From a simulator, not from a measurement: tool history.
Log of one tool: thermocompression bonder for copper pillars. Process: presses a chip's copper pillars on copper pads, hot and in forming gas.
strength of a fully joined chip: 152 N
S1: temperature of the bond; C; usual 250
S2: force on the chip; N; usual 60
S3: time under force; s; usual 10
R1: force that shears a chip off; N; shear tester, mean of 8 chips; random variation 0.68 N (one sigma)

| run | hour | S1 | S2 | S3 | R1 |
|---|---|---|---|---|---|
| 1 | 0.0 | 250 | 60 | 10 | 62.1 |
| 2 | 64.9 | 250 | 60 | 10 | 63.5 |
| 3 | 111.0 | 250 | 60 | 19 | 77.8 |
| 4 | 138.6 | 250 | 54 | 19 | 69.9 |
| 5 | 200.5 | 250 | 54 | 19 | 69.3 |
| 6 | 242.3 | 250 | 54 | 19 | 68.1 |
| 7 | 304.1 | 250 | 54 | 19 | 72.3 |
| 8 | 347.7 | 250 | 54 | 19 | 70.4 |
| 9 | 379.6 | 250 | 54 | 19 | 67.6 |
| 10 | 423.8 | 250 | 62 | 19 | 77.5 |
| 11 | 484.1 | 250 | 62 | 19 | 74.5 |
| 12 | 514.8 | 250 | 60 | 13 | 64.2 |
| 13 | 580.6 | 222 | 60 | 22 | 46.3 |
| 14 | 625.9 | 222 | 60 | 22 | 47.9 |
| 15 | 668.9 | 233 | 46 | 9 | 31.8 |
| 16 | 699.5 | 222 | 38 | 23 | 36.9 |
| 17 | 744.6 | 222 | 62 | 23 | 60.4 |
| 18 | 794.0 | 240 | 60 | 27 | 82.4 |
| 19 | 828.1 | 250 | 37 | 10 | 42.2 |
| 20 | 858.7 | 250 | 37 | 10 | 41.7 |
| 21 | 894.4 | 259 | 59 | 15 | 85.8 |
| 22 | 952.6 | 259 | 59 | 15 | 84.9 |
| 23 | 985.9 | 250 | 85 | 10 | 94.8 |
| 24 | 1021.5 | 221 | 39 | 9 | 23.2 |

Taken out of this log: 5 entries between the listed runs. Where each belongs, and how the hidden state differs across it:
Between runs 6 and 7: forming gas filter changed (hour 251.0)
  true temperature of the bond over the reading, C: -7.1 -> -7.4; force that reaches the chip, % of what is set: 102 -> 102.2; oxide that the forming gas leaves, % of the face: 6.31 -> 1.51
  measured less the result without the state, R1: -10.9 -> -7.7 N
Between runs 7 and 8: heater calibrated with a thermocouple chip (hour 311.8)
  true temperature of the bond over the reading, C: -7.4 -> -8.9; force that reaches the chip, % of what is set: 102.2 -> 102.3; oxide that the forming gas leaves, % of the face: 1.51 -> 2.25
  measured less the result without the state, R1: -7.7 -> -9.9 N
Between runs 13 and 14: forming gas filter changed (hour 606.2)
  true temperature of the bond over the reading, C: -10.2 -> -10.4; force that reaches the chip, % of what is set: 103.1 -> 103.2; oxide that the forming gas leaves, % of the face: 6.4 -> 0.89
  measured less the result without the state, R1: -11.8 -> -9.4 N
Between runs 15 and 16: heater calibrated with a thermocouple chip, once more (hour 689.9)
  true temperature of the bond over the reading, C: -10.7 -> -0.8; force that reaches the chip, % of what is set: 103.3 -> 103.4; oxide that the forming gas leaves, % of the face: 1.62 -> 2.11
  measured less the result without the state, R1: -6.7 -> +0.2 N
Between runs 22 and 23: forming gas filter changed (hour 962.2)
  true temperature of the bond over the reading, C: -2.1 -> -2.3; force that reaches the chip, % of what is set: 104.2 -> 104.3; oxide that the forming gas leaves, % of the face: 6.56 -> 0.96
  measured less the result without the state, R1: -5.0 -> -0.2 N
